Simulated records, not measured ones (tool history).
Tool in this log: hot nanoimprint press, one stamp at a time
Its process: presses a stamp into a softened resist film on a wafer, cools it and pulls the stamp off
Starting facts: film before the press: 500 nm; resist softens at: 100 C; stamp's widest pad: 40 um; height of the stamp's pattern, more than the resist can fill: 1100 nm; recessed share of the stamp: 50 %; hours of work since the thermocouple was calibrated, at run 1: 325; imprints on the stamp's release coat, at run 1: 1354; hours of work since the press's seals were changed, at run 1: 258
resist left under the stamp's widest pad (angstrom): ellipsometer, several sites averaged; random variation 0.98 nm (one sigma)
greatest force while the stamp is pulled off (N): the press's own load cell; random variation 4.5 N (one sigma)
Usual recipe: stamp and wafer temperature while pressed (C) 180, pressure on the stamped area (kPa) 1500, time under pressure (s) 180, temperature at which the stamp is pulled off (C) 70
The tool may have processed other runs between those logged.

| run | hour | stamp and wafer temperature while pressed (C) | pressure on the stamped area (kPa) | time under pressure (s) | temperature at which the stamp is pulled off (C) | hours of work since the thermocouple was calibrated | imprints on the stamp's release coat | hours of work since the press's seals were changed | resist left under the stamp's widest pad (angstrom) | greatest force while the stamp is pulled off (N) |
|---|---|---|---|---|---|---|---|---|---|---|
| 1 | 0 | 180 | 1500 | 180 | 70 | 325 | 1354 | 258 | 2038 | 273 |
| 2 | 17.4 | 180 | 1500 | 180 | 70 | 337 | 1433 | 270 | 2041 | 261 |
| 3 | 30.1 | 180 | 1500 | 180 | 70 | 346 | 1490 | 279 | 2041 | 268 |
|  | 45 | stamp cleaned and given a new release coat |
| 4 | 45.8 | 180 | 990 | 180 | 70 | 353 | 4 | 286 | 2468 | 216 |
| 5 | 58.2 | 180 | 990 | 180 | 70 | 361 | 60 | 295 | 2472 | 220 |
|  | 62.4 | plate thermocouple calibrated |
| 6 | 75.8 | 180 | 1500 | 180 | 65 | 9 | 126 | 305 | 1991 | 237 |
| 7 | 92.7 | 180 | 2070 | 180 | 65 | 21 | 203 | 317 | 1704 | 237 |
| 8 | 106.1 | 180 | 2070 | 180 | 65 | 31 | 263 | 326 | 1691 | 238 |
|  | 111.6 | plate thermocouple calibrated, once more |
| 9 | 124.6 | 180 | 2070 | 180 | 65 | 9 | 334 | 337 | 1843 | 252 |
| 10 | 142.9 | 180 | 2070 | 180 | 65 | 22 | 417 | 350 | 1828 | 248 |
| 11 | 155.9 | 180 | 2070 | 180 | 65 | 31 | 476 | 359 | 1810 | 261 |
| 12 | 170.4 | 173 | 1500 | 180 | 70 | 41 | 542 | 369 | 2700 | 253 |
| 13 | 189.4 | 173 | 1500 | 180 | 70 | 55 | 628 | 383 | 2713 | 249 |
| 14 | 201.6 | 173 | 1500 | 180 | 70 | 63 | 683 | 391 | 2725 | 236 |
| 15 | 212.2 | 180 | 1500 | 180 | 70 | 71 | 731 | 399 | 2090 | 251 |
| 16 | 222.9 | 180 | 1560 | 180 | 59 | 78 | 780 | 406 | 2044 | 283 |
| 17 | 230.6 | 180 | 1450 | 251 | 69 | 84 | 815 | 412 | 1863 | 244 |
| 18 | 240.5 | 186 | 1500 | 336 | 70 | 91 | 860 | 419 | 1295 | 257 |
| 19 | 252.1 | 186 | 1700 | 145 | 70 | 99 | 912 | 427 | 1751 | 242 |

Run 20 is up next; what results do you expect?
| 20 | 268.8 | 186 | 1700 | 145 | 70 | 110 | 988 | 438 | ? | ? |

Run 20 gave resist left under the stamp's widest pad (angstrom) 1736, greatest force while the stamp is pulled off (N) 254.
Minus the tool's unlogged condition, the same run would have read resist left under the stamp's widest pad (angstrom) 1758, greatest force while the stamp is pulled off (N) 215.
